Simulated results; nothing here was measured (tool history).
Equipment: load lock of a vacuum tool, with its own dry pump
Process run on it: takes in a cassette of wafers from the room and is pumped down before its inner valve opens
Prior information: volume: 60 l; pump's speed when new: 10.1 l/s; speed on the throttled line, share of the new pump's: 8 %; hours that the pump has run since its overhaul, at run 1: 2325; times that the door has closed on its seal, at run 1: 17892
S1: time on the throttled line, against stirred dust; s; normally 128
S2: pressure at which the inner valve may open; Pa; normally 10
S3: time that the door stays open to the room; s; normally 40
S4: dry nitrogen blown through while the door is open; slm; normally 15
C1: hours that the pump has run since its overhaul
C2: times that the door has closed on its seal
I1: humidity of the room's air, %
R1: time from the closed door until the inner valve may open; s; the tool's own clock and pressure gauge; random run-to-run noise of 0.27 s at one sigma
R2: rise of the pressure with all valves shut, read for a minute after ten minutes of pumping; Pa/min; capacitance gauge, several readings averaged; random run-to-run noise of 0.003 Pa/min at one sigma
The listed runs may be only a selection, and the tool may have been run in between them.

{"run": 1, "hour": 0.0, "S1": 128, "S2": 10, "S3": 40, "S4": 15, "C1": 2325, "C2": 17892, "I1": 43.7, "R1": 173.1, "R2": 0.037}
{"run": 2, "hour": 369.6, "S1": 128, "S2": 10, "S3": 40, "S4": 15, "C1": 2694, "C2": 19485, "I1": 47, "R1": 173.4, "R2": 0.038}
{"run": 3, "hour": 911.9, "S1": 128, "S2": 10, "S3": 40, "S4": 15, "C1": 3237, "C2": 21822, "I1": 45.9, "R1": 173.9, "R2": 0.042}
{"run": 4, "hour": 1184.8, "S1": 128, "S2": 10, "S3": 40, "S4": 15, "C1": 3510, "C2": 22998, "I1": 44.1, "R1": 173.7, "R2": 0.047}
{"run": 5, "hour": 1563.7, "S1": 128, "S2": 10, "S3": 40, "S4": 15, "C1": 3889, "C2": 24630, "I1": 45.4, "R1": 172.9, "R2": 0.051}
{"run": 6, "hour": 2050.1, "S1": 128, "S2": 10, "S3": 40, "S4": 15, "C1": 4375, "C2": 26726, "I1": 46.5, "R1": 174.4, "R2": 0.059}
{"run": 7, "hour": 2579.1, "S1": 128, "S2": 15, "S3": 40, "S4": 15, "C1": 4904, "C2": 29006, "I1": 46.6, "R1": 171.3, "R2": 0.063}
{"run": 8, "hour": 3116.9, "S1": 128, "S2": 15, "S3": 40, "S4": 15, "C1": 5442, "C2": 31323, "I1": 43.5, "R1": 171.9, "R2": 0.068}
{"run": 9, "hour": 3516.0, "S1": 65, "S2": 10, "S3": 40, "S4": 15, "C1": 5841, "C2": 33043, "I1": 41.7, "R1": 116.7, "R2": 0.072}
{"run": 10, "hour": 3978.0, "S1": 65, "S2": 10, "S3": 40, "S4": 15, "C1": 6303, "C2": 35034, "I1": 41, "R1": 117, "R2": 0.079}
{"run": 11, "hour": 4585.4, "S1": 128, "S2": 20, "S3": 40, "S4": 15, "C1": 6910, "C2": 37651, "I1": 43.8, "R1": 170.3, "R2": 0.087}
{"run": 12, "hour": 5115.6, "S1": 128, "S2": 10, "S3": 40, "S4": 15, "C1": 7441, "C2": 39936, "I1": 44, "R1": 175.1, "R2": 0.093}
{"run": 13, "hour": 5450.8, "S1": 128, "S2": 10, "S3": 40, "S4": 15, "C1": 7776, "C2": 41381, "I1": 44.1, "R1": 174.6, "R2": 0.107}
{"run": 14, "hour": 5914.9, "S1": 182, "S2": 10, "S3": 40, "S4": 15, "C1": 8240, "C2": 43381, "I1": 50.3, "R1": 224.7, "R2": 0.117}
{"run": 15, "hour": 6437.4, "S1": 182, "S2": 10, "S3": 40, "S4": 15, "C1": 8762, "C2": 45632, "I1": 43.1, "R1": 224.4, "R2": 0.117}
{"run": 16, "hour": 6719.9, "S1": 182, "S2": 10, "S3": 28, "S4": 15, "C1": 9045, "C2": 46849, "I1": 43.3, "R1": 225.2, "R2": 0.125}
{"run": 17, "hour": 7319.3, "S1": 182, "S2": 10, "S3": 28, "S4": 15, "C1": 9644, "C2": 49432, "I1": 45.6, "R1": 225.3, "R2": 0.141}
{"run": 18, "hour": 7950.7, "S1": 182, "S2": 10, "S3": 28, "S4": 15, "C1": 10276, "C2": 52153, "I1": 42.7, "R1": 224.8, "R2": 0.142}
{"run": 19, "hour": 8411.8, "S1": 182, "S2": 12, "S3": 28, "S4": 15, "C1": 10737, "C2": 54140, "I1": 43, "R1": 223.4, "R2": 0.148}
{"run": 20, "hour": 8943.4, "S1": 182, "S2": 12, "S3": 37, "S4": 6, "C1": 11268, "C2": 56431, "I1": 48, "R1": 224.5, "R2": 0.166}
{"hour": 9039.9, "done": "door's seal changed, seat wiped"}
{"run": 21, "hour": 9221.6, "S1": 182, "S2": 12, "S3": 37, "S4": 6, "C1": 11545, "C2": 783, "I1": 42.8, "R1": 224.2, "R2": 0.02}
{"run": 22, "hour": 9640.1, "S1": 127, "S2": 12, "S3": 32, "S4": 5, "C1": 11964, "C2": 2587, "I1": 42, "R1": 173.7, "R2": 0.018}
{"run": 23, "hour": 10088.2, "S1": 229, "S2": 7, "S3": 49, "S4": 40, "C1": 12412, "C2": 4517, "I1": 45, "R1": 270.6, "R2": 0.009}
{"run": 24, "hour": 10714.0, "S1": 229, "S2": 7, "S3": 49, "S4": 40, "C1": 13037, "C2": 7214, "I1": 43.9, "R1": 270.6, "R2": 0.014}
{"run": 25, "hour": 11052.6, "S1": 87, "S2": 11, "S3": 40, "S4": 15, "C1": 13376, "C2": 8673, "I1": 46.1, "R1": 138.7, "R2": 0.021}
{"run": 26, "hour": 11662.6, "S1": 188, "S2": 10, "S3": 40, "S4": 7, "C1": 13986, "C2": 11302, "I1": 43.4, "R1": 231.2, "R2": 0.024}
{"run": 27, "hour": 12081.2, "S1": 188, "S2": 10, "S3": 40, "S4": 7, "C1": 14405, "C2": 13106, "I1": 45, "R1": 231.2, "R2": 0.029}
{"run": 28, "hour": 12681.6, "S1": 147, "S2": 13, "S3": 45, "S4": 27, "C1": 15005, "C2": 15693, "I1": 47.7, "R1": 192.3, "R2": 0.031}
{"run": 29, "hour": 13054.6, "S1": 255, "S2": 13, "S3": 33, "S4": 27, "C1": 15378, "C2": 17300, "I1": 44.2, "R1": 291.1, "R2": 0.032}
{"run": 30, "hour": 13603.3, "S1": 255, "S2": 13, "S3": 33, "S4": 27, "C1": 15927, "C2": 19665, "I1": 46.1, "R1": 291.5, "R2": 0.031}
{"run": 31, "hour": 13870.2, "S1": 255, "S2": 13, "S3": 33, "S4": 27, "C1": 16194, "C2": 20815, "I1": 45.7, "R1": 291.5, "R2": 0.042}
{"run": 32, "hour": 14426.1, "S1": 255, "S2": 13, "S3": 33, "S4": 27, "C1": 16750, "C2": 23210, "I1": 43.8, "R1": 291, "R2": 0.043}
{"run": 33, "hour": 14703.4, "S1": 93, "S2": 13, "S3": 35, "S4": 27, "C1": 17027, "C2": 24405, "I1": 46, "R1": 143.8, "R2": 0.046}
{"run": 34, "hour": 15091.0, "S1": 128, "S2": 11, "S3": 68, "S4": 15, "C1": 17414, "C2": 26075, "I1": 44.1, "R1": 177.1, "R2": 0.053}
{"run": 35, "hour": 15410.1, "S1": 128, "S2": 14, "S3": 40, "S4": 21, "C1": 17733, "C2": 27450, "I1": 44, "R1": 175.8, "R2": 0.059}
{"run": 36, "hour": 15960.8, "S1": 70, "S2": 15, "S3": 40, "S4": 5, "C1": 18284, "C2": 29823, "I1": 46.1, "R1": 122.6, "R2": 0.075}
{"run": 37, "hour": 16285.8, "S1": 184, "S2": 11, "S3": 89, "S4": 15, "C1": 18609, "C2": 31224, "I1": 45.9, "R1": 228.5, "R2": 0.071}

Predict each of these 4 candidate next runs independently; none follows another, all start after run 37:
{"run": "A", "hour": 16668.2, "S1": 205, "S2": 13, "S3": 26, "S4": 15, "C1": 18992, "C2": 32872, "I1": 45, "R1": "?", "R2": "?"}
{"run": "B", "hour": 16668.2, "S1": 128, "S2": 10, "S3": 28, "S4": 7, "C1": 18992, "C2": 32872, "I1": 45.5, "R1": "?", "R2": "?"}
{"run": "C", "hour": 16668.2, "S1": 95, "S2": 17, "S3": 72, "S4": 15, "C1": 18992, "C2": 32872, "I1": 43.2, "R1": "?", "R2": "?"}
{"run": "D", "hour": 16668.2, "S1": 94, "S2": 10, "S3": 40, "S4": 15, "C1": 18992, "C2": 32872, "I1": 44.9, "R1": "?", "R2": "?"}

run=A R1=245.3 R2=0.079
run=B R1=178 R2=0.079
run=C R1=144.5 R2=0.077
run=D R1=147.9 R2=0.073
Without the tool's hidden state the same runs would have given:
run=A R1=240.6 R2=0.015
run=B R1=172.5 R2=0.015
run=C R1=138.9 R2=0.011
run=D R1=141.9 R2=0.008

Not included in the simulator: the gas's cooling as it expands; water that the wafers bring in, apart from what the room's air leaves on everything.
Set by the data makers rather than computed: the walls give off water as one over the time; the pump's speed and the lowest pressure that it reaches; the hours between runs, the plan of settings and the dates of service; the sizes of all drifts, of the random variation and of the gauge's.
